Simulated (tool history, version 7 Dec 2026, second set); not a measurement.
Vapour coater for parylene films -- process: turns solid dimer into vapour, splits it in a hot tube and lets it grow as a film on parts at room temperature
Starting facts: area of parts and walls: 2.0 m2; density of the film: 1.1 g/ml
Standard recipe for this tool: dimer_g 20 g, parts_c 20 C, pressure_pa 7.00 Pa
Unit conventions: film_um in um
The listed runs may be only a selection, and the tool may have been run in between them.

run,day,dimer_g,parts_c,pressure_pa,film_um
1,0.000,20,20,7.00,6.21
2,2.912,20,20,7.00,5.99
3,6.217,20,14,7.00,7.55
# day 7.850: trap's valve overhauled
4,7.958,20,14,7.00,8.59
5,11.017,20,14,7.00,8.28
6,13.088,20,14,7.00,8.28
7,15.146,20,14,7.00,8.02
8,17.733,20,20,7.00,6.04
9,19.771,20,20,2.81,6.40
10,21.417,20,20,2.81,6.34
11,23.246,11,20,7.00,3.10
12,24.933,11,20,7.00,3.07
# day 25.350: trap's valve overhauled
13,27.846,11,20,4.55,3.55
14,30.079,11,20,4.55,3.52
15,33.133,11,20,4.55,3.40
16,35.912,8,18,4.55,2.66
17,37.283,26,14,7.00,9.82
18,39.871,12,27,7.10,2.49
19,42.358,11,23,2.58,2.86
# day 42.754: trap's valve overhauled
20,45.496,11,27,2.11,2.74
21,48.646,11,27,2.11,2.70
22,51.929,13,18,7.00,4.14
23,53.638,20,20,7.88,5.71
24,56.283,20,20,7.88,5.63
25,59.075,18,19,2.78,5.55
# day 60.058: trap's valve overhauled
26,61.962,20,22,7.00,5.65
27,64.700,8,28,7.00,1.70
28,66.988,8,28,7.00,1.71

Below are 5 alternative next runs, each starting from the tool's condition after run 28. Predict each:
A,69.196,13,21,7.00,?
B,69.196,20,20,3.82,?
C,69.196,12,21,7.00,?
D,69.196,8,28,2.90,?
E,69.196,20,25,2.55,?

run,film_um
A,3.63
B,6.01
C,3.35
D,1.78
E,5.05
What these runs would have given with no unlogged condition in the tool:
run,film_um
A,4.17
B,6.90
C,3.84
D,2.04
E,5.79
